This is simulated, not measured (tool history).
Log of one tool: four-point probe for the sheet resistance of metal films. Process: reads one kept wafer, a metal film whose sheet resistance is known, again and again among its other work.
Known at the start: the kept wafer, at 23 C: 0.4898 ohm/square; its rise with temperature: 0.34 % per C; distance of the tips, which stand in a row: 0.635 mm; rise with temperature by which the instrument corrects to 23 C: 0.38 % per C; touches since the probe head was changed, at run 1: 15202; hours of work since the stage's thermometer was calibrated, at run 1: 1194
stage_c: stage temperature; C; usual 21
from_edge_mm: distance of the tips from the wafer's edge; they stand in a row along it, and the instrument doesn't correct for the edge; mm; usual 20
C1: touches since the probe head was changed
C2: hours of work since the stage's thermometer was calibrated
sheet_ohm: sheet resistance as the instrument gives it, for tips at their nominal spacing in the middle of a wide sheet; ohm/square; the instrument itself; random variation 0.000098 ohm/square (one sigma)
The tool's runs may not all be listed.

{"run": 1, "hour": 0.0, "stage_c": 21, "from_edge_mm": 20, "C1": 15202, "C2": 1194, "sheet_ohm": 0.492015}
{"run": 2, "hour": 26.0, "stage_c": 21, "from_edge_mm": 20, "C1": 16018, "C2": 1214, "sheet_ohm": 0.492172}
{"run": 3, "hour": 45.5, "stage_c": 21, "from_edge_mm": 41, "C1": 16626, "C2": 1229, "sheet_ohm": 0.491926}
{"run": 4, "hour": 83.9, "stage_c": 21, "from_edge_mm": 41, "C1": 17830, "C2": 1259, "sheet_ohm": 0.49206}
{"run": 5, "hour": 124.8, "stage_c": 21, "from_edge_mm": 20, "C1": 19111, "C2": 1291, "sheet_ohm": 0.492303}
{"run": 6, "hour": 159.3, "stage_c": 21, "from_edge_mm": 20, "C1": 20191, "C2": 1318, "sheet_ohm": 0.492201}
{"run": 7, "hour": 183.3, "stage_c": 21, "from_edge_mm": 20, "C1": 20940, "C2": 1337, "sheet_ohm": 0.492404}
{"run": 8, "hour": 227.5, "stage_c": 21, "from_edge_mm": 20, "C1": 22326, "C2": 1372, "sheet_ohm": 0.492211}
{"run": 9, "hour": 266.0, "stage_c": 21, "from_edge_mm": 20, "C1": 23529, "C2": 1402, "sheet_ohm": 0.492304}
{"run": 10, "hour": 307.9, "stage_c": 21, "from_edge_mm": 20, "C1": 24844, "C2": 1435, "sheet_ohm": 0.492626}
{"run": 11, "hour": 341.1, "stage_c": 21, "from_edge_mm": 20, "C1": 25883, "C2": 1461, "sheet_ohm": 0.492621}
{"hour": 363.9, "done": "stage's thermometer calibrated"}
{"run": 12, "hour": 364.3, "stage_c": 21, "from_edge_mm": 20, "C1": 26592, "C2": 0, "sheet_ohm": 0.492075}
{"run": 13, "hour": 409.4, "stage_c": 21, "from_edge_mm": 20, "C1": 28005, "C2": 36, "sheet_ohm": 0.492122}
{"run": 14, "hour": 445.9, "stage_c": 21, "from_edge_mm": 20, "C1": 29148, "C2": 64, "sheet_ohm": 0.492375}
{"run": 15, "hour": 484.9, "stage_c": 21, "from_edge_mm": 20, "C1": 30369, "C2": 95, "sheet_ohm": 0.492494}
{"run": 16, "hour": 504.7, "stage_c": 25, "from_edge_mm": 20, "C1": 30989, "C2": 110, "sheet_ohm": 0.491644}
{"run": 17, "hour": 538.0, "stage_c": 25, "from_edge_mm": 20, "C1": 32032, "C2": 136, "sheet_ohm": 0.491561}
{"run": 18, "hour": 561.9, "stage_c": 25, "from_edge_mm": 20, "C1": 32778, "C2": 155, "sheet_ohm": 0.491714}
{"run": 19, "hour": 587.0, "stage_c": 25, "from_edge_mm": 20, "C1": 33564, "C2": 175, "sheet_ohm": 0.491749}
{"run": 20, "hour": 627.8, "stage_c": 25, "from_edge_mm": 20, "C1": 34842, "C2": 206, "sheet_ohm": 0.491885}
{"run": 21, "hour": 671.8, "stage_c": 25, "from_edge_mm": 20, "C1": 36220, "C2": 241, "sheet_ohm": 0.491743}
{"run": 22, "hour": 691.9, "stage_c": 21, "from_edge_mm": 9, "C1": 36849, "C2": 257, "sheet_ohm": 0.493766}
{"run": 23, "hour": 713.4, "stage_c": 20, "from_edge_mm": 6, "C1": 37523, "C2": 273, "sheet_ohm": 0.495407}
{"run": 24, "hour": 759.3, "stage_c": 28, "from_edge_mm": 33, "C1": 38960, "C2": 309, "sheet_ohm": 0.491028}
{"run": 25, "hour": 778.9, "stage_c": 19, "from_edge_mm": 4, "C1": 39573, "C2": 325, "sheet_ohm": 0.499386}
{"run": 26, "hour": 802.2, "stage_c": 20, "from_edge_mm": 6, "C1": 40303, "C2": 343, "sheet_ohm": 0.495623}
{"run": 27, "hour": 828.1, "stage_c": 33, "from_edge_mm": 11, "C1": 41112, "C2": 363, "sheet_ohm": 0.491049}
{"run": 28, "hour": 857.4, "stage_c": 23, "from_edge_mm": 18, "C1": 42030, "C2": 386, "sheet_ohm": 0.492453}
{"run": 29, "hour": 889.5, "stage_c": 30, "from_edge_mm": 16, "C1": 43035, "C2": 411, "sheet_ohm": 0.491209}
{"run": 30, "hour": 915.2, "stage_c": 30, "from_edge_mm": 16, "C1": 43839, "C2": 431, "sheet_ohm": 0.491247}
{"run": 31, "hour": 938.7, "stage_c": 30, "from_edge_mm": 16, "C1": 44576, "C2": 450, "sheet_ohm": 0.491096}
{"run": 32, "hour": 976.4, "stage_c": 27, "from_edge_mm": 40, "C1": 45755, "C2": 479, "sheet_ohm": 0.491524}
{"run": 33, "hour": 1024.4, "stage_c": 22, "from_edge_mm": 20, "C1": 47259, "C2": 517, "sheet_ohm": 0.492736}
{"run": 34, "hour": 1044.4, "stage_c": 24, "from_edge_mm": 4, "C1": 47884, "C2": 532, "sheet_ohm": 0.498876}
{"run": 35, "hour": 1073.3, "stage_c": 24, "from_edge_mm": 4, "C1": 48788, "C2": 555, "sheet_ohm": 0.498595}
{"run": 36, "hour": 1098.7, "stage_c": 25, "from_edge_mm": 26, "C1": 49585, "C2": 575, "sheet_ohm": 0.492133}
{"run": 37, "hour": 1135.7, "stage_c": 31, "from_edge_mm": 20, "C1": 50742, "C2": 604, "sheet_ohm": 0.491434}
{"run": 38, "hour": 1158.5, "stage_c": 21, "from_edge_mm": 13, "C1": 51455, "C2": 622, "sheet_ohm": 0.493541}
{"run": 39, "hour": 1188.3, "stage_c": 34, "from_edge_mm": 8, "C1": 52391, "C2": 645, "sheet_ohm": 0.492045}
{"run": 40, "hour": 1223.4, "stage_c": 29, "from_edge_mm": 17, "C1": 53489, "C2": 672, "sheet_ohm": 0.491717}
{"run": 41, "hour": 1267.1, "stage_c": 20, "from_edge_mm": 11, "C1": 54857, "C2": 707, "sheet_ohm": 0.494088}
{"run": 42, "hour": 1293.3, "stage_c": 31, "from_edge_mm": 10, "C1": 55678, "C2": 727, "sheet_ohm": 0.492011}
{"run": 43, "hour": 1336.5, "stage_c": 34, "from_edge_mm": 6, "C1": 57031, "C2": 761, "sheet_ohm": 0.493468}

Hidden state at the last listed run before each entry between runs and at the first one after, where it differs:
Between runs 11 and 12: stage's thermometer calibrated (hour 363.9)
  inner tips' distance over the nominal, %: 0.312 -> 0.316; wafer's true temperature over the reading, C: 0.22 -> 0.05
  measured less the result without the state, sheet_ohm: +0.00203 -> +0.001765 ohm/square

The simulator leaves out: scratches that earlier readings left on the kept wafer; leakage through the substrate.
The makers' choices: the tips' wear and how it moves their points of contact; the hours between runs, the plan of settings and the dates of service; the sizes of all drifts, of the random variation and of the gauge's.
